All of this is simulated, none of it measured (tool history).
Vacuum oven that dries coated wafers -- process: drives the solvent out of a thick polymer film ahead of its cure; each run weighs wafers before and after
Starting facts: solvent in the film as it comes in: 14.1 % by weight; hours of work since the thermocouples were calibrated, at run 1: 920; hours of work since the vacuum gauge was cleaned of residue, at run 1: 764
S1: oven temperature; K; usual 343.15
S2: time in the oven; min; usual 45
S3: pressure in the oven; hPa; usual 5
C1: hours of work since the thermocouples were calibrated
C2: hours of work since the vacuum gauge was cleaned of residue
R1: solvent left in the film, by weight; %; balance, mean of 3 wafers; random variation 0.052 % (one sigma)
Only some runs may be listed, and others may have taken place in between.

run     day      S1  S2     S3   C1   C2    R1
  1       0  343.15  45      5  920  764   2.1
      1.383  -- oven's thermocouples calibrated
  2   1.746  343.15  45      5    5  789  1.53
  3     3.1  343.15  45  12.93   26  809   2.1
  4   4.596  343.15  45      5   48  832  1.73
  5   5.875  343.15  45      5   68  851  1.71
  6   7.446  343.15  45      5   91  874   1.7
  7   9.254  340.15  78      5  118  902  1.19
  8  10.504  340.15  78      5  137  920  1.22
  9  12.104  343.15  27   4.62  161  944  3.48
 10  13.025  343.15  45   3.23  175  958  1.76
 11  14.317  343.15  25  14.32  195  978  4.21
 12  15.267  348.15  45   2.64  209  992   0.8

Predict each of these 4 candidate next runs independently; none follows another, all start after run 12:
  A  16.992  332.15  69   4.85  235  1018   ?
  B  16.992  352.15  45   5.19  235  1018   ?
  C  16.992  338.15  28  10.26  235  1018   ?
  D  16.992  356.15  56   5.02  235  1018   ?

run    R1
  A  3.62
  B   0.6
  C  5.38
  D  0.32
With the hidden condition removed and each run's random variation left untouched, the same runs would have given:
run    R1
  A  3.04
  B  0.37
  C  4.92
  D  0.14
